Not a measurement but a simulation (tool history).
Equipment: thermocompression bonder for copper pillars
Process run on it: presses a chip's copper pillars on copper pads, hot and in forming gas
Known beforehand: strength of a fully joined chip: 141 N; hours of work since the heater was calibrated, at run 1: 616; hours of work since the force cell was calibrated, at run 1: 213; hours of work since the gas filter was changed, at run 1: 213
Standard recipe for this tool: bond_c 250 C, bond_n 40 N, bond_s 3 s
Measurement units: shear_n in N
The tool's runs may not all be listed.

run,hour,bond_c,bond_n,bond_s,hours of work since the heater was calibrated,hours of work since the force cell was calibrated,hours of work since the gas filter was changed,shear_n
1,0,250,40,3,616,213,213,61.3
2,17.4,250,40,3,626,222,222,60.8
3,32.2,250,40,3,634,231,231,61.7
4,53.1,250,40,4,646,243,243,66.7
5,81.3,251,40,3,662,259,259,60.5
6,113.1,250,40,3,680,277,277,59.4
7,144,250,40,3,697,294,294,59.6
# hour 157.7: forming gas filter changed
8,170,275,40,3,712,308,7,81.2
9,192.2,275,40,3,724,321,20,81.3
10,207.4,275,40,3,733,330,28,82.2
11,231.2,237,40,3,747,343,42,56.8
12,246.1,237,40,7,755,352,50,75.8
13,261.5,237,40,7,764,360,59,76.4
14,288.3,250,40,3,779,375,74,63.2
15,304.6,250,40,3,788,385,83,63.3
16,318.5,264,40,3,796,392,91,72.6
17,346,250,40,3,811,408,107,62.5
18,361.1,250,40,3,820,417,115,62.2
19,388.2,231,40,3,835,432,130,50.1
# hour 410.7: heater calibrated with a thermocouple chip
20,413.7,257,40,8,2,445,144,93.2
21,432.5,257,40,8,12,456,154,91.5
22,460.4,231,54,3,28,472,170,61.2
23,483.6,231,54,3,41,485,183,60.3
24,499,226,52,5,50,493,192,67.1
25,519.6,226,52,5,62,505,204,68.1
26,536.5,239,29,3,71,515,213,46.1
27,564.9,222,41,5,87,531,229,55.7
28,582,250,40,6,97,540,239,78.1
29,604.4,265,28,4,110,553,252,65.3
30,623.8,265,28,4,121,564,263,62.8
31,646.8,229,28,4,134,577,276,43.7
32,663.6,229,28,4,143,587,285,43.4
33,689.4,260,28,2,158,601,300,48
# hour 692.7: forming gas filter changed
34,714.7,248,28,6,172,615,12,69.8
35,737.1,248,43,6,184,628,25,84.8
36,755.9,237,39,2,195,639,36,49.3

Run by run, hidden condition taken away, random variation retained:
The tool's hidden condition here consists of: true temperature of the bond over the reading, C; force that reaches the chip, % of what is set; oxide that the forming gas leaves, % of the face; drift of the gauge itself on shear_n, %.
run,shear_n
1,69.8
2,69.5
3,70.8
4,76.9
5,70.3
6,69.7
7,70.4
8,85.3
9,85.9
10,87.1
11,61.7
12,81.9
13,82.7
14,69.3
15,69.6
16,79.5
17,69.5
18,69.5
19,56.9
20,99.9
21,98.8
22,67
23,66.6
24,74.2
25,75.7
26,51.7
27,62.9
28,87.9
29,74.1
30,71.8
31,50.8
32,50.7
33,55.9
34,72.7
35,88.4
36,52.3

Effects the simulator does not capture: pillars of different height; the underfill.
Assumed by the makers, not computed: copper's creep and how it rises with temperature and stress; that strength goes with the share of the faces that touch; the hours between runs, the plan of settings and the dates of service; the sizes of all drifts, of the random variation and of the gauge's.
